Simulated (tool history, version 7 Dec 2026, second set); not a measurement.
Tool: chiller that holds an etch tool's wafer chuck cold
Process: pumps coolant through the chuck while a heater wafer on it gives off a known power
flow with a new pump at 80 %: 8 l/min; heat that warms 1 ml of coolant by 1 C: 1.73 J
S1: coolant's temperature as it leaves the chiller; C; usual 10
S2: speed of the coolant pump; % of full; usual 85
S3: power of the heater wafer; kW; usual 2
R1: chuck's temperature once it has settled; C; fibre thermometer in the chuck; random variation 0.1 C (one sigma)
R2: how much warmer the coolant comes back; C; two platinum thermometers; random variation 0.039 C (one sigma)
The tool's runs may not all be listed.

run,hour,S1,S2,S3,R1,R2
1,0,10,85,2,30.5,8.17
2,38.2,10,85,2,30.5,8.19
3,58.5,10,85,2,30.4,8.18
4,97.2,10,85,2,30.6,8.18
5,136.1,2,85,2,22.6,8.14
6,180.9,2,85,2,22.7,8.17
7,205.5,2,85,2,22.8,8.17
# hour 212.7: chiller's thermometer calibrated
8,251.9,2,86,2,22.3,8.13
9,288.9,2,86,2.238,24.8,9.06
10,322.2,10,85,1.797,28.4,7.43
11,354.4,10,85,1.797,28.5,7.44
12,389.8,10,85,2,30.6,8.23
13,435,19,85,2,39.7,8.23
14,479.7,19,85,2,39.7,8.33
15,521.9,19,68,2,44.3,10.47
16,548.3,19,68,2.32,48.6,12.17
17,578.5,6,85,1.887,25.6,7.82
18,607.1,6,82,1.139,18.2,4.94
19,644,9,82,1.384,24,5.95
20,686.5,9,82,1.384,24,5.94
21,730.1,13,85,2.238,36.3,9.31
22,769.2,0,66,1.206,16,6.58
23,793,10,69,2,35.3,10.51
24,811.9,10,69,2,35.3,10.37
25,839,10,69,2,35.5,10.44
26,881.8,9,73,1.652,29,8.07
27,917.8,9,73,1.652,29.1,8.14
28,953,10,99,1.032,19.6,3.63
29,978.3,10,85,1.719,28.4,7.26
30,1009.5,10,85,1.719,28.4,7.26
31,1051,10,85,1.719,28.3,7.23
32,1087.6,18,86,2,39.3,8.33

Hidden state or all else? Some run-to-run changes of R1, split into what the settings, what came in and random variation would give without the hidden state, and what is left for the hidden state (with any gauge scatter that isn't in both results):
The hidden state here: heat passed by the chuck's channels, % of clean ones'; flow at a given pump speed, % of a new pump's; coolant's true temperature over the reading, C; drift of the gauge itself on chuck_c, C; drift of the gauge itself on warmer_back_c, C.
Run 16 -> 17: S1 19 -> 6, S2 68 -> 85, S3 2.32 -> 1.887. R1 -23 C: hidden state -0.5, all else -22.5.
Run 20 -> 21: S1 9 -> 13, S2 82 -> 85, S3 1.384 -> 2.238. R1 +12.3 C: hidden state +0.6, all else +11.7.
Run 21 -> 22: S1 13 -> 0, S2 85 -> 66, S3 2.238 -> 1.206. R1 -20.3 C: hidden state -0.4, all else -19.9.
Run 22 -> 23: S1 0 -> 10, S2 66 -> 69, S3 1.206 -> 2. R1 +19.3 C: hidden state +0.6, all else +18.7.
Run 27 -> 28: S1 9 -> 10, S2 73 -> 99, S3 1.652 -> 1.032. R1 -9.5 C: hidden state -0.8, all else -8.7.
Run 28 -> 29: S2 99 -> 85, S3 1.032 -> 1.719. R1 +8.8 C: hidden state +0.7, all else +8.1.
